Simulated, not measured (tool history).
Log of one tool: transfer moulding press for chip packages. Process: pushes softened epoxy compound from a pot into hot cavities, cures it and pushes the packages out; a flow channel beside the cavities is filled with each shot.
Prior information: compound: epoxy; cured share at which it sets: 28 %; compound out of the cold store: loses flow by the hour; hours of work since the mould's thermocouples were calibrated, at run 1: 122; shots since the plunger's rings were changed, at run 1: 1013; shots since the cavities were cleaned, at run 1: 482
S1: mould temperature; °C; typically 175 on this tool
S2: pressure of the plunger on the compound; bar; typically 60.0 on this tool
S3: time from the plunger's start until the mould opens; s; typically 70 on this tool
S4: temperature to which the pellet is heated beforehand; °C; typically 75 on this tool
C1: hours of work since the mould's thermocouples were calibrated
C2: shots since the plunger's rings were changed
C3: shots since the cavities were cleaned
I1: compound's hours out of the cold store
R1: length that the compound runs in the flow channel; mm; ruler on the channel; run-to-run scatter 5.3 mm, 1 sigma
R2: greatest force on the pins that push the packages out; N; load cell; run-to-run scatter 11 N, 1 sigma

Run 1, day 0.000: usual settings; C1 122; C2 1013; C3 482; I1 17.7. Result: R1 544 mm, R2 499 N.
Run 2, day 0.521: usual settings; C1 131; C2 1226; C3 695; I1 22.3. Result: R1 534 mm, R2 459 N.
Run 3, day 1.158: usual settings but S4 73 °C; C1 143; C2 1485; C3 954; I1 43.3. Result: R1 516 mm, R2 464 N.
At day 1.488: cavities cleaned with cleaning compound and waxed.
Run 4, day 1.688: usual settings but S3 80 s; C1 151; C2 1676; C3 81; I1 36.8. Result: R1 513 mm, R2 336 N.
Run 5, day 2.600: usual settings but S2 61.7 bar; C1 167; C2 2048; C3 453; I1 19.5. Result: R1 545 mm, R2 491 N.
Run 6, day 3.479: usual settings but S2 61.7 bar; C1 182; C2 2407; C3 812; I1 22.7. Result: R1 536 mm, R2 482 N.
Run 7, day 3.900: usual settings but S2 61.7 bar; C1 190; C2 2580; C3 985; I1 25.9. Result: R1 537 mm, R2 481 N.
At day 4.179: cavities cleaned with cleaning compound and waxed.
Run 8, day 4.812: usual settings but S1 180 °C, S2 61.7 bar; C1 204; C2 2925; C3 257; I1 46.7. Result: R1 498 mm, R2 324 N.
Run 9, day 5.554: usual settings but S1 180 °C, S2 61.7 bar; C1 217; C2 3228; C3 560; I1 33.8. Result: R1 520 mm, R2 345 N.
Run 10, day 6.112: usual settings but S1 180 °C, S2 61.7 bar; C1 227; C2 3456; C3 788; I1 24.8. Result: R1 532 mm, R2 328 N.
Run 11, day 6.654: usual settings but S1 180 °C, S2 61.7 bar; C1 237; C2 3678; C3 1010; I1 42.4. Result: R1 509 mm, R2 334 N.
At day 6.862: cavities cleaned with cleaning compound and waxed.
Run 12, day 7.096: usual settings but S1 180 °C, S2 71.9 bar; C1 243; C2 3833; C3 96; I1 15.5. Result: R1 590 mm, R2 338 N.
Run 13, day 7.862: usual settings; C1 257; C2 4146; C3 409; I1 9.9. Result: R1 542 mm, R2 504 N.
Run 14, day 8.767: usual settings; C1 273; C2 4515; C3 778; I1 34.0. Result: R1 517 mm, R2 466 N.
Run 15, day 9.146: usual settings; C1 279; C2 4670; C3 933; I1 35.0. Result: R1 521 mm, R2 464 N.
At day 9.550: cavities cleaned with cleaning compound and waxed.
Run 16, day 9.633: usual settings; C1 287; C2 4842; C3 33; I1 14.9. Result: R1 545 mm, R2 498 N.
Run 17, day 10.358: usual settings but S1 169 °C, S2 54.4 bar, S3 72 s, S4 69 °C; C1 299; C2 5138; C3 329; I1 42.6. Result: R1 500 mm, R2 692 N.
Run 18, day 10.946: usual settings but S1 179 °C, S2 57.6 bar, S3 58 s, S4 84 °C; C1 310; C2 5379; C3 570; I1 20.7. Result: R1 515 mm, R2 612 N.
Run 19, day 11.521: usual settings but S1 179 °C, S2 57.6 bar, S3 58 s, S4 84 °C; C1 320; C2 5613; C3 804; I1 43.5. Result: R1 480 mm, R2 577 N.
Run 20, day 12.104: usual settings but S4 71 °C; C1 330; C2 5851; C3 1042; I1 24.2. Result: R1 536 mm, R2 506 N.
At day 12.250: cavities cleaned with cleaning compound and waxed.
Run 21, day 12.817: usual settings but S1 173 °C, S3 54 s; C1 341; C2 6117; C3 232; I1 33.0. Result: R1 527 mm, R2 999 N.
Run 22, day 13.571: usual settings but S1 173 °C, S3 54 s; C1 355; C2 6425; C3 540; I1 23.3. Result: R1 539 mm, R2 1002 N.
At day 13.721: plunger's sealing rings changed.
Run 23, day 14.054: usual settings but S2 62.9 bar, S4 65 °C; C1 361; C2 135; C3 694; I1 19.2. Result: R1 564 mm, R2 510 N.
Run 24, day 14.850: usual settings but S2 48.2 bar, S4 66 °C; C1 375; C2 460; C3 1019; I1 42.0. Result: R1 461 mm, R2 468 N.
At day 15.029: cavities cleaned with cleaning compound and waxed.
Run 25, day 15.688: usual settings but S2 48.2 bar, S4 66 °C; C1 389; C2 776; C3 268; I1 39.5. Result: R1 464 mm, R2 487 N.
Run 26, day 16.129: usual settings but S2 52.3 bar, S4 82 °C; C1 396; C2 957; C3 449; I1 26.5. Result: R1 493 mm, R2 449 N.
Run 27, day 16.512: usual settings but S1 178 °C, S2 59.6 bar, S4 70 °C; C1 403; C2 1113; C3 605; I1 42.7. Result: R1 505 mm, R2 377 N.
Run 28, day 17.167: usual settings but S1 170 °C, S2 50.9 bar; C1 415; C2 1380; C3 872; I1 16.6. Result: R1 509 mm, R2 709 N.
At day 17.704: cavities cleaned with cleaning compound and waxed.
Run 29, day 17.904: usual settings but S1 170 °C, S2 50.9 bar, S3 99 s; C1 426; C2 1655; C3 81; I1 44.4. Result: R1 476 mm, R2 299 N.

Across each entry between runs, compare the hidden state at the last listed run before it with the hidden state at the first listed run after it:
Run 3 -> run 4: cavities cleaned with cleaning compound and waxed (day 1.488)
  pressure that reaches the compound, % of what is set: 99.9 -> 99.89; grip of the stained cavities, % over clean ones': 0.6 -> 0.1
Run 7 -> run 8: cavities cleaned with cleaning compound and waxed (day 4.179)
  pressure that reaches the compound, % of what is set: 99.84 -> 99.82; grip of the stained cavities, % over clean ones': 0.6 -> 0.3
Run 11 -> run 12: cavities cleaned with cleaning compound and waxed (day 6.862)
  pressure that reaches the compound, % of what is set: 99.78 -> 99.77; grip of the stained cavities, % over clean ones': 0.7 -> 0.1
Run 15 -> run 16: cavities cleaned with cleaning compound and waxed (day 9.550)
  pressure that reaches the compound, % of what is set: 99.72 -> 99.71; grip of the stained cavities, % over clean ones': 0.6 -> 0
Run 20 -> run 21: cavities cleaned with cleaning compound and waxed (day 12.250)
  pressure that reaches the compound, % of what is set: 99.66 -> 99.64; grip of the stained cavities, % over clean ones': 0.6 -> 0.3
Run 22 -> run 23: plunger's sealing rings changed (day 13.721)
  pressure that reaches the compound, % of what is set: 99.62 -> 99.99; grip of the stained cavities, % over clean ones': 0.5 -> 0.6
Run 24 -> run 25: cavities cleaned with cleaning compound and waxed (day 15.029)
  pressure that reaches the compound, % of what is set: 99.97 -> 99.95; grip of the stained cavities, % over clean ones': 0.7 -> 0.3
Run 28 -> run 29: cavities cleaned with cleaning compound and waxed (day 17.704)
  pressure that reaches the compound, % of what is set: 99.92 -> 99.9; grip of the stained cavities, % over clean ones': 0.6 -> 0.1
